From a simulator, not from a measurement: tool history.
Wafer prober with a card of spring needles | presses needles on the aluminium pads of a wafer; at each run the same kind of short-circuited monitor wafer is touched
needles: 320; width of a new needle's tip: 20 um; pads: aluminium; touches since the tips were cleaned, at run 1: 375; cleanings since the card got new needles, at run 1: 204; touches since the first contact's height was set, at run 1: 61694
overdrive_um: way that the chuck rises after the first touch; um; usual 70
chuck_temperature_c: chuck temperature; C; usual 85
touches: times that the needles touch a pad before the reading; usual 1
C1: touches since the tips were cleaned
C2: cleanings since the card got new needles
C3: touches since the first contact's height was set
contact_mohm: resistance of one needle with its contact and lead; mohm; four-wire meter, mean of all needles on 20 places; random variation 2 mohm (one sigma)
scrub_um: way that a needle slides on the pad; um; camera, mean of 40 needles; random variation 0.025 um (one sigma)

Run 1, hour 0: usual settings; C1 375; C2 204; C3 61694. Result: contact_mohm 225 mohm, scrub_um 11.51 um.
At hour 10.6: tips cleaned on abrasive film.
At hour 21.2: tips cleaned on abrasive film.
At hour 31.8: tips cleaned on abrasive film.
At hour 45: tips cleaned on abrasive film.
Run 2, hour 48.2: usual settings; C1 1981; C2 208; C3 91106. Result: contact_mohm 220 mohm, scrub_um 11.55 um.
At hour 56.2: tips cleaned on abrasive film.
At hour 66.8: tips cleaned on abrasive film.
At hour 77.4: tips cleaned on abrasive film.
At hour 90.6: tips cleaned on abrasive film.
At hour 101.2: tips cleaned on abrasive film.
Run 3, hour 110.5: usual settings; C1 5735; C2 213; C3 129115. Result: contact_mohm 223 mohm, scrub_um 11.52 um.
At hour 113.3: tips cleaned on abrasive film.
At hour 116.2: height of the first contact set anew.
At hour 124.2: tips cleaned on abrasive film.
At hour 137.4: tips cleaned on abrasive film.
Run 4, hour 142.5: usual settings; C1 3140; C2 216; C3 16049. Result: contact_mohm 222 mohm, scrub_um 11.52 um.
At hour 150.5: tips cleaned on abrasive film.
At hour 163.7: tips cleaned on abrasive film.
At hour 176.9: tips cleaned on abrasive film.
At hour 190.1: tips cleaned on abrasive film.
Run 5, hour 193.9: usual settings; C1 2305; C2 220; C3 47400. Result: contact_mohm 222 mohm, scrub_um 11.47 um.
At hour 201.8: tips cleaned on abrasive film.
At hour 212.4: tips cleaned on abrasive film.
At hour 223: tips cleaned on abrasive film.
At hour 236.3: tips cleaned on abrasive film.
Run 6, hour 241.7: usual settings; C1 3369; C2 224; C3 76589. Result: contact_mohm 222 mohm, scrub_um 11.51 um.
At hour 247.1: tips cleaned on abrasive film.
At hour 257.7: tips cleaned on abrasive film.
At hour 270.9: tips cleaned on abrasive film.
At hour 284.1: tips cleaned on abrasive film.
Run 7, hour 287.3: usual settings but touches 3; C1 1959; C2 228; C3 104360. Result: contact_mohm 220 mohm, scrub_um 11.59 um.
At hour 295.3: tips cleaned on abrasive film.
At hour 308.5: tips cleaned on abrasive film.
At hour 321.7: tips cleaned on abrasive film.
At hour 334.9: tips cleaned on abrasive film.
At hour 335.2: height of the first contact set anew.
Run 8, hour 338.3: usual settings but touches 3; C1 1869; C2 232; C3 1869. Result: contact_mohm 223 mohm, scrub_um 11.53 um.
At hour 346.2: tips cleaned on abrasive film.
At hour 356.8: tips cleaned on abrasive film.
At hour 370.1: tips cleaned on abrasive film.
Run 9, hour 374.9: usual settings but touches 3; C1 2952; C2 235; C3 24185. Result: contact_mohm 226 mohm, scrub_um 11.55 um.
At hour 382.8: tips cleaned on abrasive film.
At hour 396: tips cleaned on abrasive film.
At hour 409.3: tips cleaned on abrasive film.
At hour 419.9: tips cleaned on abrasive film.
Run 10, hour 422.5: usual settings but overdrive_um 55 um, chuck_temperature_c 113 C; C1 1647; C2 239; C3 53265. Result: contact_mohm 233 mohm, scrub_um 9.06 um.
At hour 430.5: tips cleaned on abrasive film.
At hour 441.1: tips cleaned on abrasive film.
At hour 452.1: tips cleaned on abrasive film.
Run 11, hour 452.1: usual settings but overdrive_um 55 um, chuck_temperature_c 29 C, touches 3; C1 0; C2 242; C3 71286. Result: contact_mohm 212 mohm, scrub_um 9.06 um.
At hour 465.4: tips cleaned on abrasive film.
At hour 478.6: tips cleaned on abrasive film.
At hour 491.8: tips cleaned on abrasive film.
Run 12, hour 498.2: usual settings; C1 3952; C2 245; C3 99440. Result: contact_mohm 227 mohm, scrub_um 11.55 um.
At hour 503.6: tips cleaned on abrasive film.
At hour 516.8: tips cleaned on abrasive film.
At hour 527.4: tips cleaned on abrasive film.
Run 13, hour 535.9: usual settings but overdrive_um 63 um, chuck_temperature_c 57 C, touches 2; C1 5204; C2 248; C3 122394. Result: contact_mohm 219 mohm, scrub_um 10.37 um.
At hour 538.6: tips cleaned on abrasive film.
At hour 551.8: tips cleaned on abrasive film.
At hour 554.7: height of the first contact set anew.
At hour 562.7: tips cleaned on abrasive film.
Run 14, hour 573.1: usual settings but overdrive_um 59 um, chuck_temperature_c 84 C; C1 6423; C2 251; C3 11264. Result: contact_mohm 230 mohm, scrub_um 9.7 um.
At hour 575.9: tips cleaned on abrasive film.
At hour 586.5: tips cleaned on abrasive film.
At hour 599.7: tips cleaned on abrasive film.
At hour 610.3: tips cleaned on abrasive film.
At hour 622.5: tips cleaned on abrasive film.
Run 15, hour 622.5: usual settings but overdrive_um 59 um, chuck_temperature_c 84 C; C1 0; C2 256; C3 41308. Result: contact_mohm 223 mohm, scrub_um 9.69 um.
At hour 633.1: tips cleaned on abrasive film.
At hour 643.7: tips cleaned on abrasive film.
At hour 656.9: tips cleaned on abrasive film.
At hour 667.5: tips cleaned on abrasive film.
Run 16, hour 675.8: usual settings but overdrive_um 59 um, chuck_temperature_c 84 C; C1 5091; C2 260; C3 73817. Result: contact_mohm 225 mohm, scrub_um 9.74 um.
At hour 678.5: tips cleaned on abrasive film.
At hour 689.1: tips cleaned on abrasive film.
At hour 702.3: tips cleaned on abrasive film.
At hour 715.5: tips cleaned on abrasive film.
At hour 728.8: tips cleaned on abrasive film.
Run 17, hour 731.5: usual settings but overdrive_um 59 um, chuck_temperature_c 84 C; C1 1676; C2 265; C3 107768. Result: contact_mohm 226 mohm, scrub_um 9.7 um.

Forecast each of these 5 alternatives for the next run:
At hour 739.4: tips cleaned on abrasive film.
At hour 752.7: tips cleaned on abrasive film.
Run A, hour 759.7: usual settings but overdrive_um 59 um, chuck_temperature_c 61 C; C1 4326; C2 267; C3 125000. Result: contact_mohm ?, scrub_um ?.
At hour 739.4: tips cleaned on abrasive film.
At hour 752.7: tips cleaned on abrasive film.
Run B, hour 759.7: usual settings but overdrive_um 59 um, touches 3; C1 4326; C2 267; C3 125000. Result: contact_mohm ?, scrub_um ?.
At hour 739.4: tips cleaned on abrasive film.
At hour 752.7: tips cleaned on abrasive film.
Run C, hour 759.7: usual settings but chuck_temperature_c 30 C; C1 4326; C2 267; C3 125000. Result: contact_mohm ?, scrub_um ?.
At hour 739.4: tips cleaned on abrasive film.
At hour 752.7: tips cleaned on abrasive film.
Run D, hour 759.7: usual settings but chuck_temperature_c 28 C; C1 4326; C2 267; C3 125000. Result: contact_mohm ?, scrub_um ?.
At hour 739.4: tips cleaned on abrasive film.
At hour 752.7: tips cleaned on abrasive film.
Run E, hour 759.7: usual settings but overdrive_um 76 um, chuck_temperature_c 65 C, touches 2; C1 4326; C2 267; C3 125000. Result: contact_mohm ?, scrub_um ?.

run  contact_mohm  scrub_um
  A           217      9.69
  B           226      9.73
  C           210      11.5
  D           213     11.57
  E           217     12.51
Without the tool's hidden state the same runs would have given:
run  contact_mohm  scrub_um
  A           217      9.69
  B           226      9.73
  C           210      11.5
  D           213     11.57
  E           217     12.51
